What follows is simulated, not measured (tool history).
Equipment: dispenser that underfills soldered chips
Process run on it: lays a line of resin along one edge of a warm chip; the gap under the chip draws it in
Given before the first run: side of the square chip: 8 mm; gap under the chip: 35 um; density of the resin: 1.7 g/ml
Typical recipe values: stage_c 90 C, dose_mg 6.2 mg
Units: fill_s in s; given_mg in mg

run,hour,stage_c,dose_mg,fill_s,given_mg
1,0,90,6.2,26.8,6.14
# hour 4.7: new syringe of resin
# hour 13.4: new syringe of resin
2,15.3,105,6.2,13.6,6.07
# hour 21.9: new syringe of resin
# hour 30.5: new syringe of resin
3,33.1,90,6.2,26.3,6.04
# hour 39.2: new syringe of resin
4,43.1,90,6.2,28.5,5.95
# hour 47.1: new syringe of resin
5,52.9,90,6.2,30.6,5.91
# hour 56: new syringe of resin
# hour 61.8: dispensing valve cleaned and set on the balance
# hour 65.9: new syringe of resin
6,72.1,90,6.2,31.2,6.18
# hour 74.3: new syringe of resin
# hour 82.1: new syringe of resin
7,84.7,90,6.2,26.7,6.09
# hour 91.2: new syringe of resin
# hour 99: new syringe of resin
8,99,90,6.19,24.8,6.09
# hour 106.9: new syringe of resin
# hour 114.8: new syringe of resin
9,116,77,6.01,50.6,5.83
# hour 123: new syringe of resin
# hour 130.9: new syringe of resin
10,134,89,6.2,29.9,5.93
# hour 138.8: dispensing valve cleaned and set on the balance
# hour 140.2: new syringe of resin
11,145.9,89,6.2,31.8,6.14
# hour 148.8: new syringe of resin
12,155.6,89,6.2,34.4,6.15
# hour 157.5: new syringe of resin
# hour 166.5: new syringe of resin
13,173.6,99,6.58,20.5,6.44

Each row is a separate what-if for the run after 13, all from the same tool condition, not one after another. Results?
# hour 175.6: new syringe of resin
A,182.8,89,6.19,?,?
# hour 175.6: new syringe of resin
B,182.8,94,6.2,?,?
# hour 175.6: new syringe of resin
C,182.8,87,6.2,?,?

run,fill_s,given_mg
A,34.4,6.04
B,26,6.04
C,37.2,6.04
With the hidden condition removed and each run's random variation left untouched, the same runs would have given:
run,fill_s,given_mg
A,24.5,6.21
B,18.4,6.21
C,26.5,6.21

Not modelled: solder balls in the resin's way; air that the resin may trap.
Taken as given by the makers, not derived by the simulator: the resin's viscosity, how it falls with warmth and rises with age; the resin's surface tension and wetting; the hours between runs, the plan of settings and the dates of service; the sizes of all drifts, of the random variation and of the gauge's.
